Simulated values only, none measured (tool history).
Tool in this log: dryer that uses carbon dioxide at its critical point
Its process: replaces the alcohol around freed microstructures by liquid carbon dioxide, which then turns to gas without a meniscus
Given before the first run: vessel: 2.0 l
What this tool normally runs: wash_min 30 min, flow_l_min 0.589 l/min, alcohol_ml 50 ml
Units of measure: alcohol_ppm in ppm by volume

run,hour,wash_min,flow_l_min,alcohol_ml,alcohol_ppm
1,0,30,0.589,50,45
2,54.2,30,0.589,50,55
3,98.9,30,0.589,50,65
4,133.6,30,0.589,50,58
# hour 147.4: inlet filter changed
5,165,30,0.589,50,62
6,214.3,30,0.589,50,63
7,245.5,30,0.589,50,73
8,269.6,30,0.589,50,79
9,299.6,30,0.443,50,132
10,352.6,30,0.443,50,144
11,398.9,30,0.443,50,149
12,448.7,30,0.443,50,158
13,474.7,30,0.443,50,162
# hour 502.2: inlet filter changed
14,522.2,30,0.589,29,91
15,558.2,30,0.589,50,94
16,597.7,30,0.463,50,127
17,639.4,30,0.463,50,125
18,669.8,30,0.589,50,100
19,712.3,30,0.589,50,105
20,769.5,30,0.589,50,118
# hour 812.2: purifier's bed changed
21,824.8,30,0.589,50,7
# hour 858.4: inlet filter changed
22,860.1,30,0.589,50,6
23,915.8,30,0.589,50,27
24,962.5,46,0.817,88,20
25,1001,22,0.584,100,171
26,1031.6,30,0.63,82,35
27,1080,44,0.84,54,24
28,1112.2,44,0.84,54,33
29,1137.8,21,0.605,50,118
30,1191.8,21,0.605,50,142
# hour 1212.2: inlet filter changed
31,1226.1,21,0.605,50,116
32,1276.1,20,0.412,59,747
33,1304.5,20,0.412,59,774
34,1344.8,37,0.642,36,45
35,1372,37,1.001,26,34
36,1414,37,1.001,26,53
37,1439.8,34,0.372,50,159
38,1471.9,34,0.372,50,163
39,1517.4,25,0.488,74,253
# hour 1564.7: inlet filter changed
40,1565.3,30,0.812,50,60
41,1618.8,30,0.487,28,84
42,1647.4,20,0.902,33,81
43,1694.4,30,0.724,50,75
44,1721.1,30,0.385,50,222
45,1751.4,23,0.73,50,90
46,1803.2,18,0.397,24,619

Predict each of these 5 candidate next runs independently; none follows another, all start after run 46:
A,1835.6,30,0.589,65,?
B,1835.6,30,0.51,50,?
C,1835.6,18,0.537,24,?
D,1835.6,18,0.39,31,?
E,1835.6,47,0.729,39,?

run,alcohol_ppm
A,102
B,115
C,243
D,822
E,80
Take away the tool's hidden state, keep each run's random variation, and the runs would have read:
run,alcohol_ppm
A,17
B,26
C,127
D,616
E,6
